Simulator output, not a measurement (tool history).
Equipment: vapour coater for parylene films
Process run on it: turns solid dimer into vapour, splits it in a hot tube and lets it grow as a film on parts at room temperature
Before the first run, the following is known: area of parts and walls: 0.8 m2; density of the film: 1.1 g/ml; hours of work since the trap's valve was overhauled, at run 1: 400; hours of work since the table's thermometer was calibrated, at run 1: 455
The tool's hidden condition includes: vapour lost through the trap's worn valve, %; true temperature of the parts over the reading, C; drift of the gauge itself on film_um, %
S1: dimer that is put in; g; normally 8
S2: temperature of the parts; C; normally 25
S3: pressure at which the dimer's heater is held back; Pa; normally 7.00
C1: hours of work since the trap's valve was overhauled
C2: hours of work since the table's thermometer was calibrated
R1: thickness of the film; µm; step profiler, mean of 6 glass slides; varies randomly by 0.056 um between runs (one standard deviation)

run     day  S1  S2    S3   C1    C2    R1
  1   0.000   8  25  7.00  400   455  5.84
  2   1.571   8  25  7.00  422   477  5.84
  3   3.062  10  25  7.00  443   499  7.37
  4   4.408   6  25  7.00  463   518  4.28
      5.842  -- trap's valve overhauled
  5   7.004   8  25  7.00   17   553  6.48
  6   9.850   8  25  7.00   57   593  6.39
  7  11.588   8  25  7.00   82   618  6.45
  8  14.550   8  25  2.44  125   661  7.68
  9  16.004   8  25  2.44  145   681  7.78
 10  17.550   8  25  2.44  168   704  7.65
 11  20.054   9  25  2.44  203   739  8.52
 12  21.442   8  25  7.00  223   759  6.16
 13  23.350   5  25  7.00  251   787  3.92
 14  24.946   5  25  7.00  273   809  3.86
 15  26.750   8  33  8.29  299   835  4.89
 16  29.038   8  35  3.53  332   868  5.34
 17  31.775   8  23  6.77  371   907  6.51
 18  33.483   9  34  2.54  396   932  6.44
 19  34.788   9  34  2.54  414   950  6.57
 20  37.704   8  28  7.00  456   992  5.48
     39.679  -- trap's valve overhauled
 21  40.579   8  25  2.68   13  1031  7.84
 22  43.442   8  17  3.08   54  1072  8.66
 23  46.475   8  17  3.08   97  1115  8.47
 24  47.846   5  25  7.00  117  1135  4.01
 25  49.554   4  33  3.06  141  1159  3.03
 26  52.071   5  27  7.00  177  1195  3.66
 27  54.629   8  18  7.00  214  1232  7.43
 28  56.292   4  22  2.13  238  1256  4.20

Predict each of these 4 candidate next runs independently; none follows another, all start after run 28:
  A  58.967   9  32  4.12  276  1294   ?
  B  58.967   5  18  2.13  276  1294   ?
  C  58.967   8  25  7.00  276  1294   ?
  D  58.967   8  17  8.18  276  1294   ?

run    R1
  A  6.32
  B  5.13
  C  6.17
  D  7.26
Stripped of hidden state, with their random variation kept, the same runs would have yielded:
run    R1
  A  6.65
  B  5.51
  C  6.49
  D  7.64
